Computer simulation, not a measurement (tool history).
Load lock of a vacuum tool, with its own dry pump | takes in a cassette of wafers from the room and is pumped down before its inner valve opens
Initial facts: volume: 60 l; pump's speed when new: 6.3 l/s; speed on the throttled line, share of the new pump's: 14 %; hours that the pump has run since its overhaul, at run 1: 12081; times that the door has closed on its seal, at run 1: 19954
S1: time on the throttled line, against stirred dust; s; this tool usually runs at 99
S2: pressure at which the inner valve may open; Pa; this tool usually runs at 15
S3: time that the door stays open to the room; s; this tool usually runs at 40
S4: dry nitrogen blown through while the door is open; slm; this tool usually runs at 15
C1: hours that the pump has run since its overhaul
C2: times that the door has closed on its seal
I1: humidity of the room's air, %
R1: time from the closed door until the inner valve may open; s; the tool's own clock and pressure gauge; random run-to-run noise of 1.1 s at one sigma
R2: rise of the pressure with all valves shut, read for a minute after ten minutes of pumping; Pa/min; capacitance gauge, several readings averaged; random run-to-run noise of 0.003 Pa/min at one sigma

run 1 hour=0 | S1=99 S2=15 S3=40 S4=15 | C1=12081 C2=19954 | I1=45.6 | R1=192.4 R2=0.757
-- hour=127 door's seal changed, seat wiped
run 2 hour=559.8 | S1=99 S2=15 S3=40 S4=15 | C1=12639 C2=916 | I1=45.7 | R1=193.1 R2=0.027
-- hour=1023.4 dry pump taken out, an overhauled one fitted
run 3 hour=1152.1 | S1=99 S2=15 S3=40 S4=15 | C1=129 C2=2157 | I1=45 | R1=169.5 R2=0.036
run 4 hour=1544.9 | S1=99 S2=15 S3=40 S4=15 | C1=522 C2=2989 | I1=44.8 | R1=171.6 R2=0.057
run 5 hour=2142.7 | S1=99 S2=15 S3=40 S4=17 | C1=1119 C2=4254 | I1=45.5 | R1=172.5 R2=0.074
run 6 hour=2672.7 | S1=99 S2=15 S3=40 S4=17 | C1=1649 C2=5376 | I1=45.7 | R1=172.3 R2=0.098
run 7 hour=3069.1 | S1=99 S2=15 S3=40 S4=15 | C1=2046 C2=6214 | I1=39.5 | R1=172.6 R2=0.119
run 8 hour=3558.1 | S1=99 S2=15 S3=40 S4=15 | C1=2535 C2=7249 | I1=43.6 | R1=174 R2=0.142
run 9 hour=4137.9 | S1=73 S2=15 S3=40 S4=15 | C1=3115 C2=8477 | I1=45.6 | R1=151.4 R2=0.182
run 10 hour=4624.6 | S1=73 S2=18 S3=40 S4=15 | C1=3601 C2=9507 | I1=44.2 | R1=150.8 R2=0.219
run 11 hour=5250.7 | S1=73 S2=18 S3=40 S4=15 | C1=4227 C2=10832 | I1=45 | R1=150.8 R2=0.259
run 12 hour=5611.4 | S1=73 S2=18 S3=40 S4=15 | C1=4588 C2=11596 | I1=49.3 | R1=154.7 R2=0.292
run 13 hour=5900.5 | S1=73 S2=18 S3=40 S4=15 | C1=4877 C2=12207 | I1=44.1 | R1=152.8 R2=0.305
run 14 hour=6190.2 | S1=99 S2=15 S3=40 S4=15 | C1=5167 C2=12821 | I1=47.5 | R1=180.6 R2=0.327
run 15 hour=6733.8 | S1=99 S2=15 S3=40 S4=15 | C1=5710 C2=13971 | I1=46.3 | R1=177.8 R2=0.372
run 16 hour=7290.9 | S1=99 S2=26 S3=156 S4=33 | C1=6268 C2=15150 | I1=43.9 | R1=172.8 R2=0.446
run 17 hour=7551.5 | S1=187 S2=26 S3=112 S4=33 | C1=6528 C2=15702 | I1=43.9 | R1=248.6 R2=0.464
run 18 hour=8152.3 | S1=187 S2=20 S3=112 S4=33 | C1=7129 C2=16974 | I1=43.8 | R1=249.7 R2=0.531
run 19 hour=8609.5 | S1=99 S2=15 S3=164 S4=17 | C1=7586 C2=17941 | I1=44.5 | R1=181.1 R2=0.577
run 20 hour=9095.8 | S1=99 S2=15 S3=164 S4=17 | C1=8072 C2=18971 | I1=42.7 | R1=180.8 R2=0.65
run 21 hour=9654.6 | S1=99 S2=15 S3=164 S4=17 | C1=8631 C2=20153 | I1=46.2 | R1=183.3 R2=0.729
-- hour=9684.1 door's seal changed, seat wiped
run 22 hour=10242.5 | S1=99 S2=15 S3=95 S4=26 | C1=9218 C2=1182 | I1=41.7 | R1=184.6 R2=0.031
run 23 hour=10524.3 | S1=99 S2=15 S3=95 S4=26 | C1=9499 C2=1778 | I1=48.1 | R1=186.3 R2=0.04
run 24 hour=10969.5 | S1=99 S2=15 S3=95 S4=26 | C1=9945 C2=2720 | I1=41.3 | R1=188.2 R2=0.051
run 25 hour=11521.5 | S1=99 S2=15 S3=62 S4=6 | C1=10497 C2=3889 | I1=46.4 | R1=186.7 R2=0.077
run 26 hour=12142.2 | S1=67 S2=15 S3=40 S4=5 | C1=11117 C2=5202 | I1=45.5 | R1=161.1 R2=0.108
run 27 hour=12584.3 | S1=67 S2=15 S3=40 S4=5 | C1=11559 C2=6138 | I1=45.2 | R1=162.4 R2=0.129

Hidden state at the last listed run before each entry between runs and at the first one after, where it differs:
Run 1 -> run 2: door's seal changed, seat wiped (hour 127)
  pump's speed, % of a new pump's: 75.7 -> 74.7; leak at the door's seal, Pa l/s: 0.7413 -> 0.0109
  measured less the result without the state, R1: +23.2 -> +24 s; R2: +0.745 -> +0.009 Pa/min
Run 2 -> run 3: dry pump taken out, an overhauled one fitted (hour 1023.4)
  pump's speed, % of a new pump's: 74.7 -> 99.8; leak at the door's seal, Pa l/s: 0.0109 -> 0.0283
  measured less the result without the state, R1: +24 -> +0.2 s; R2: +0.009 -> +0.027 Pa/min
Run 21 -> run 22: door's seal changed, seat wiped (hour 9684.1)
  pump's speed, % of a new pump's: 84.4 -> 83.3; leak at the door's seal, Pa l/s: 0.6971 -> 0.0171
  measured less the result without the state, R1: +13.3 -> +14.5 s; R2: +0.698 -> +0.015 Pa/min

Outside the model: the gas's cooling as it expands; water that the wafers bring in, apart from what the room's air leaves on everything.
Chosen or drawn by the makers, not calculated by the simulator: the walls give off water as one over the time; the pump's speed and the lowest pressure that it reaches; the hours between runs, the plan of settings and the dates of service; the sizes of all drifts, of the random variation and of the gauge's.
